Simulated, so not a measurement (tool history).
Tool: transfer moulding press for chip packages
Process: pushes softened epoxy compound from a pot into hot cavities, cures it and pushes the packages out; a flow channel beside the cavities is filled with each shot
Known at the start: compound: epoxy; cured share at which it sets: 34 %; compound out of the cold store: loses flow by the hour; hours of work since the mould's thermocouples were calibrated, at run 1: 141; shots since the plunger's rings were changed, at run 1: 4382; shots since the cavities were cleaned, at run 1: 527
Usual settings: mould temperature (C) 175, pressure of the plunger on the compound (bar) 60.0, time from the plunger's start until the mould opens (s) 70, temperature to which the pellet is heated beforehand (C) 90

| run | hour | mould temperature (C) | pressure of the plunger on the compound (bar) | time from the plunger's start until the mould opens (s) | temperature to which the pellet is heated beforehand (C) | hours of work since the mould's thermocouples were calibrated | shots since the plunger's rings were changed | shots since the cavities were cleaned | incoming compound's hours out of the cold store | length that the compound runs in the flow channel (mm) | greatest force on the pins that push the packages out (N) |
|---|---|---|---|---|---|---|---|---|---|---|---|
| 1 | 0.0 | 175 | 60.0 | 70 | 90 | 141 | 4382 | 527 | 27.5 | 604 | 385 |
| 2 | 17.1 | 182 | 60.0 | 70 | 90 | 151 | 4597 | 742 | 21.3 | 598 | 243 |
| 3 | 31.7 | 175 | 45.6 | 70 | 90 | 160 | 4780 | 925 | 15.7 | 544 | 397 |
| 4 | 41.6 | 175 | 45.6 | 70 | 90 | 166 | 4905 | 1050 | 9.6 | 558 | 435 |
|  | 51.8 | cavities cleaned with cleaning compound and waxed |
|  | 55.1 | plunger's sealing rings changed |
| 5 | 58.6 | 175 | 45.6 | 55 | 90 | 173 | 45 | 55 | 32.4 | 510 | 729 |
| 6 | 67.6 | 175 | 45.6 | 55 | 90 | 179 | 159 | 169 | 36.9 | 509 | 743 |
| 7 | 80.7 | 175 | 45.6 | 55 | 90 | 186 | 322 | 332 | 18.7 | 550 | 747 |
| 8 | 99.0 | 175 | 60.0 | 70 | 90 | 197 | 553 | 563 | 44.8 | 578 | 379 |
| 9 | 114.5 | 175 | 60.0 | 70 | 90 | 206 | 749 | 759 | 22.8 | 614 | 383 |
| 10 | 128.7 | 175 | 60.0 | 70 | 90 | 214 | 927 | 937 | 28.5 | 597 | 394 |
| 11 | 142.2 | 175 | 60.0 | 70 | 90 | 222 | 1097 | 1107 | 14.3 | 635 | 405 |
|  | 148.3 | cavities cleaned with cleaning compound and waxed |
| 12 | 160.8 | 175 | 60.0 | 70 | 90 | 232 | 1313 | 158 | 25.5 | 608 | 384 |
| 13 | 178.2 | 175 | 60.0 | 70 | 90 | 242 | 1531 | 376 | 41.2 | 569 | 366 |
| 14 | 192.0 | 175 | 65.2 | 70 | 90 | 251 | 1705 | 550 | 47.6 | 589 | 377 |
| 15 | 202.0 | 175 | 60.7 | 70 | 90 | 256 | 1831 | 676 | 12.3 | 633 | 408 |
| 16 | 220.0 | 177 | 45.1 | 70 | 90 | 267 | 2057 | 902 | 28.6 | 515 | 318 |
| 17 | 229.1 | 177 | 45.1 | 70 | 90 | 272 | 2172 | 1017 | 16.9 | 539 | 342 |
|  | 241.8 | cavities cleaned with cleaning compound and waxed |
| 18 | 242.6 | 175 | 60.0 | 70 | 81 | 279 | 2323 | 10 | 42.6 | 573 | 399 |
| 19 | 251.9 | 175 | 60.0 | 97 | 90 | 285 | 2440 | 127 | 45.5 | 565 | 221 |
| 20 | 263.7 | 182 | 61.6 | 70 | 93 | 292 | 2588 | 275 | 22.0 | 610 | 253 |
| 21 | 271.6 | 168 | 65.9 | 70 | 90 | 296 | 2688 | 375 | 28.2 | 657 | 676 |
| 22 | 281.5 | 175 | 65.9 | 70 | 89 | 302 | 2813 | 500 | 29.9 | 632 | 396 |
| 23 | 289.5 | 182 | 60.0 | 70 | 90 | 307 | 2913 | 600 | 26.3 | 587 | 244 |
| 24 | 307.0 | 181 | 49.4 | 87 | 90 | 317 | 3133 | 820 | 44.7 | 505 | 203 |
| 25 | 317.0 | 167 | 60.0 | 70 | 90 | 323 | 3259 | 946 | 34.3 | 613 | 694 |
|  | 336.0 | cavities cleaned with cleaning compound and waxed |
| 26 | 336.1 | 175 | 50.0 | 51 | 89 | 333 | 3481 | 1 | 22.5 | 560 | 904 |
| 27 | 346.1 | 175 | 50.0 | 51 | 89 | 339 | 3607 | 127 | 37.8 | 531 | 843 |
| 28 | 359.9 | 175 | 50.0 | 51 | 89 | 347 | 3781 | 301 | 20.3 | 562 | 885 |

Forecast each of these 4 alternatives for the next run:
| A | 379.0 | 175 | 62.6 | 70 | 90 | 358 | 4021 | 541 | 19.6 | ? | ? |
| B | 379.0 | 173 | 60.0 | 60 | 90 | 358 | 4021 | 541 | 42.6 | ? | ? |
| C | 379.0 | 167 | 55.8 | 70 | 88 | 358 | 4021 | 541 | 37.7 | ? | ? |
| D | 379.0 | 169 | 65.4 | 51 | 83 | 358 | 4021 | 541 | 38.8 | ? | ? |

| run | length that the compound runs in the flow channel (mm) | greatest force on the pins that push the packages out (N) |
|---|---|---|
| A | 628 | 387 |
| B | 573 | 650 |
| C | 586 | 694 |
| D | 630 | 1080 |
Without the tool's hidden state the same runs would have given:
| run | length that the compound runs in the flow channel (mm) | greatest force on the pins that push the packages out (N) |
|---|---|---|
| A | 629 | 384 |
| B | 574 | 646 |
| C | 586 | 690 |
| D | 631 | 1073 |

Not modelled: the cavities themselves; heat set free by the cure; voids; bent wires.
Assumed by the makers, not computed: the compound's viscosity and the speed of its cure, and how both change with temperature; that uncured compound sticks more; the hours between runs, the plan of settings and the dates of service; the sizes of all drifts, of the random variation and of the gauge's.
